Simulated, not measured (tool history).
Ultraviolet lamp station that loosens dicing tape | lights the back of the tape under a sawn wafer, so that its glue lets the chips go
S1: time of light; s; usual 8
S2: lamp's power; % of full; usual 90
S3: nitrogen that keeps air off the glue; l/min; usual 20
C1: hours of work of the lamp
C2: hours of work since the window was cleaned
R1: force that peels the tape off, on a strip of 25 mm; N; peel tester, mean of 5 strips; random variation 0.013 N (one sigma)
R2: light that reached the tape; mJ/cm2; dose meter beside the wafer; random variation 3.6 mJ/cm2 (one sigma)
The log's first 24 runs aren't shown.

run	hour	S1	S2	S3	C1	C2	R1	R2
# hour 514.8: window cleaned of glue's vapour
25	533.5	10	90	8	588	8	0.847	689
26	559.4	10	81	8	599	20	1.051	621
27	588.3	6	75	21	613	33	1.754	341
28	602.7	6	75	21	619	40	1.788	334
29	616.6	6	75	21	625	46	1.740	343
30	637.3	6	78	22	635	55	1.718	351
31	660.9	6	71	36	645	66	1.675	319
32	690.2	6	71	36	659	79	1.600	320
33	717.3	7	90	23	671	92	0.981	472
34	736.3	12	83	12	680	100	0.560	742
35	749.4	12	83	12	685	106	0.541	738
36	777.4	6	65	9	698	119	3.032	292
37	799.4	14	78	28	708	129	0.272	804
38	825.4	7	78	28	720	141	1.245	399
39	855.0	7	78	28	733	154	1.303	400
40	876.5	7	78	28	743	164	1.220	396
41	900.6	8	90	11	754	175	1.204	519

Forecast each of these 4 alternatives for the next run:
A	930.9	8	90	23	768	188	?	?
B	930.9	11	61	20	768	188	?	?
C	930.9	12	73	11	768	188	?	?
D	930.9	8	98	20	768	188	?	?

run	R1	R2
A	0.843	514
B	1.001	483
C	0.842	630
D	0.732	565
Without the tool's hidden state the same runs would have given:
run	R1	R2
A	0.597	602
B	0.721	566
C	0.597	739
D	0.515	663

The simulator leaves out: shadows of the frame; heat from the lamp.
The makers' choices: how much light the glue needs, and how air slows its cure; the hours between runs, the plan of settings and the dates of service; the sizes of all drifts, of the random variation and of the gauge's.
